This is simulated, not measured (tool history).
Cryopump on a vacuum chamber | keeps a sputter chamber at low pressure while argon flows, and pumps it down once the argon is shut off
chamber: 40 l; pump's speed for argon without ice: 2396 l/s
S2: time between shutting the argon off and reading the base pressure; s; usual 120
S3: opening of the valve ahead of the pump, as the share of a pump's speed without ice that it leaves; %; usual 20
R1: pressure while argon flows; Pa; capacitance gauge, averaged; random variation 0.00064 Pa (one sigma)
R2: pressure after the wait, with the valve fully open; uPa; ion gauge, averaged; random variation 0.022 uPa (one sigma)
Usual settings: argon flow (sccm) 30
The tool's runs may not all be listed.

Run 1, hour 0: usual settings. Result: R1 0.1081 Pa, R2 1.34 uPa.
Run 2, hour 22.9: usual settings but S2 138 s. Result: R1 0.1095 Pa, R2 1.28 uPa.
Run 3, hour 38: usual settings but argon flow (sccm) 21, S2 138 s. Result: R1 0.0755 Pa, R2 1.32 uPa.
Run 4, hour 60.6: usual settings but S3 36 %. Result: R1 0.0619 Pa, R2 1.43 uPa.
Run 5, hour 89.3: usual settings but S3 19 %. Result: R1 0.1148 Pa, R2 1.46 uPa.
Run 6, hour 104.9: usual settings. Result: R1 0.1099 Pa, R2 1.42 uPa.
Run 7, hour 123.5: usual settings. Result: R1 0.1086 Pa, R2 1.41 uPa.
Run 8, hour 147.7: usual settings. Result: R1 0.1103 Pa, R2 1.41 uPa.
Run 9, hour 169.9: usual settings but argon flow (sccm) 21, S3 56 %. Result: R1 0.0292 Pa, R2 1.45 uPa.
At hour 192.6: pump warmed up, emptied and cooled again.
Run 10, hour 196.7: usual settings but argon flow (sccm) 35, S2 21 s, S3 26 %. Result: R1 0.0966 Pa, R2 3.62 uPa.
Run 11, hour 214.4: usual settings but argon flow (sccm) 28, S2 27 s, S3 16 %. Result: R1 0.1252 Pa, R2 3.06 uPa.
Run 12, hour 235.4: usual settings but argon flow (sccm) 28, S2 27 s, S3 16 %. Result: R1 0.1259 Pa, R2 3.03 uPa.
Run 13, hour 265.4: usual settings but argon flow (sccm) 28, S2 27 s, S3 16 %. Result: R1 0.123 Pa, R2 3.02 uPa.
Run 14, hour 279.9: usual settings but S3 43 %. Result: R1 0.0508 Pa, R2 1.46 uPa.

The next listed run, before its measurement:
Run 15, hour 304.6: usual settings but S3 43 %. Result: R1 ?, R2 ?.

{"run 15": {"R1": 0.0506, "R2": 1.41}}
Without the tool's hidden state the same run would have given R1 0.0497 Pa, R2 0.6 uPa.
